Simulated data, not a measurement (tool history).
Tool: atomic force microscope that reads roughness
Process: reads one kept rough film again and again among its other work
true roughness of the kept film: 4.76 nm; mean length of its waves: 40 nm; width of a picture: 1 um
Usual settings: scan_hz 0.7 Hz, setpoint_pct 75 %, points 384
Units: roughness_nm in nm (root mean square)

run	hour	scan_hz	setpoint_pct	points	roughness_nm
1	0	0.7	75	384	4.366
2	37.2	3.643	75	384	3.919
3	78.1	3.643	75	384	3.906
4	124.5	0.7	75	383	4.391
# hour 147.6: new tip fitted
5	163.9	0.7	75	881	4.361
6	184.2	0.7	75	881	4.381
7	221.8	0.7	75	881	4.383
8	244.2	0.7	75	881	4.396
9	289.1	0.7	75	413	4.349
10	334.8	0.7	75	506	4.346
11	354.5	0.7	75	506	4.36
12	379.3	0.7	75	520	4.352
13	421.1	0.7	75	384	4.357
# hour 446.6: new tip fitted
14	460.1	0.7	75	384	4.331
15	486.4	0.7	75	384	4.364
16	512.3	0.959	75	384	4.294
17	536	0.7	75	384	4.341
18	562	0.7	75	384	4.325
19	607.5	0.7	75	567	4.351
20	640.3	0.7	75	567	4.369
21	676.9	0.7	75	567	4.352
22	701	0.573	75	402	4.395
23	726.1	0.573	75	432	4.369
# hour 747.6: new tip fitted
24	766.1	0.935	75	336	4.296
25	793.4	3.704	59	281	4.209
26	818.6	1.883	82	608	4.049
27	839.7	2.998	82	608	3.863
28	874.7	0.53	82	608	4.355
29	904.2	0.53	82	608	4.341
30	950.8	0.91	82	606	4.251
31	975.6	0.555	61	370	4.435
32	1015.1	1.098	70	657	4.357
# hour 1045.8: new tip fitted
33	1053.6	1.098	70	657	4.356
34	1081.6	3.085	61	483	4.264
35	1102.5	1.171	65	384	4.378
36	1134.3	1.171	73	506	4.293
37	1178.4	1.171	73	506	4.288
38	1226.6	3.474	73	426	3.983
39	1251	0.7	71	342	4.371
40	1299.2	1.502	62	409	4.329
41	1326.2	1.506	78	583	4.185
# hour 1344.2: new tip fitted
42	1359.1	1.789	75	953	4.195

3 ways to go on from here, each from the tool as it stands after run 42. What would each give?
A	1382.8	0.7	75	624	?
B	1382.8	0.918	73	953	?
C	1382.8	0.909	75	702	?

run	roughness_nm
A	4.357
B	4.363
C	4.333
Without the tool's hidden state the same runs would have given:
run	roughness_nm
A	4.358
B	4.364
C	4.334

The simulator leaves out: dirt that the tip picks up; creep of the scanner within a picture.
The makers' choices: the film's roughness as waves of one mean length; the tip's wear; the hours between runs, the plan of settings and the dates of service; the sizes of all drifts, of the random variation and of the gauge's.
